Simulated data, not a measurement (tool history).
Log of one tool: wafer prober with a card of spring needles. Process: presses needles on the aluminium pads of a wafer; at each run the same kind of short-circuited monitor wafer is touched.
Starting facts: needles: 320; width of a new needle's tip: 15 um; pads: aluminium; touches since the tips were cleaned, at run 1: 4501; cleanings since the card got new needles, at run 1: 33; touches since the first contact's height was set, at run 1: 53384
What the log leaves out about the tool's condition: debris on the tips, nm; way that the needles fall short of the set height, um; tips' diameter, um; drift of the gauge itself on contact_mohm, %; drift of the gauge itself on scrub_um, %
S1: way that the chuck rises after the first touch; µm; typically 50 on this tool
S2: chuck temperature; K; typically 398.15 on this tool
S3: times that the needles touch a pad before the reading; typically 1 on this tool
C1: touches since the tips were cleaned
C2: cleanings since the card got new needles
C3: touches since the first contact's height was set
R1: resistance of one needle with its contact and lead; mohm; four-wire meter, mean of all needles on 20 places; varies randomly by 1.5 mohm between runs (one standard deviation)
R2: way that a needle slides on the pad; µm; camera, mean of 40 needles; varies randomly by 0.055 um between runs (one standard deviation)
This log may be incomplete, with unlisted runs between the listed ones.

run   hour  S1      S2  S3    C1  C2      C3   R1     R2
  1      0  50  398.15   1  4501  33   53384  214  11.89
       7.9  -- tips cleaned on abrasive film
  2   18.1  50  398.15   1  4397  34   61156  295  11.79
      27.3  -- tips cleaned on abrasive film
  3     36  50  398.15   1  3759  35   68858  220  11.75
      44.9  -- tips cleaned on abrasive film
  4   52.1  50  398.15   1  3128  36   75788  213  11.72
      61.9  -- tips cleaned on abrasive film
  5   74.1  50  338.15   1  5247  37   85235  238   11.6
      79.2  -- tips cleaned on abrasive film
  6   89.6  62  398.15   1  4466  38   91890  204  14.67
      98.4  -- tips cleaned on abrasive film
  7    109  50  398.15   1  4588  39  100267  234  11.63
     115.5  -- tips cleaned on abrasive film
     115.8  -- height of the first contact set anew
     133.2  -- tips cleaned on abrasive film
  8  140.1  37  398.15   1  2983  41   10477  253   8.83
     150.4  -- tips cleaned on abrasive film
  9  166.2  50  303.15   1  6848  42   21731  249  12.08
     168.8  -- tips cleaned on abrasive film
 10  183.5  50  303.15   1  6364  43   29162  248     12
     186.9  -- tips cleaned on abrasive film
     205.4  -- tips cleaned on abrasive film
 11  218.7  50  398.15   1  5752  45   44287  237  11.96
     224.7  -- tips cleaned on abrasive film
     231.1  -- tips cleaned on abrasive film, once more
 12  236.6  50  398.15   1  2367  47   51938  199  11.92
     251.2  -- tips cleaned on abrasive film
 13  257.1  59  323.15   2  2545  48   60754  165   14.1
     270.4  -- tips cleaned on abrasive film
     288.7  -- tips cleaned on abrasive film
 14  291.5  59  323.15   2  1215  50   75559  151  13.93
     308.3  -- tips cleaned on abrasive film
 15  313.8  59  323.15   2  2381  51   85135  164     14
     326.3  -- tips cleaned on abrasive film
 16  335.1  59  323.15   2  3831  52   94322  173   13.9
     344.8  -- tips cleaned on abrasive film
     357.2  -- height of the first contact set anew
       362  -- tips cleaned on abrasive film
 17  364.4  32  365.15   1  1038  54    3086  231   7.68
     379.6  -- tips cleaned on abrasive film
 18  389.1  33  328.15   2  4093  55   13715  259   8.01
       399  -- tips cleaned on abrasive film
 19  410.9  33  328.15   2  5155  56   23095  270   7.89
     417.4  -- tips cleaned on abrasive film
 20  428.6  56  328.15   1  4827  57   30698  217  13.43
     434.3  -- tips cleaned on abrasive film
       452  -- tips cleaned on abrasive film
 21    465  64  309.15   3  5600  59   46351  157  15.28
     470.2  -- tips cleaned on abrasive film
 22  483.4  36  304.15   2  5728  60   54286  258   8.52

Below, some changes in R1 between adjacent runs. For each, the amount present without the hidden state too (settings, incoming material, random variation) and the amount remaining for the hidden state with gauge scatter not shared by both compared results:
Run 1 -> 2: tips cleaned on abrasive film. R1 +81 mohm: hidden state +82, all else -1.
Run 21 -> 22: S1 64 -> 36, S2 309.15 -> 304.15, S3 3 -> 2, tips cleaned on abrasive film. R1 +101 mohm: hidden state +95, all else +6.
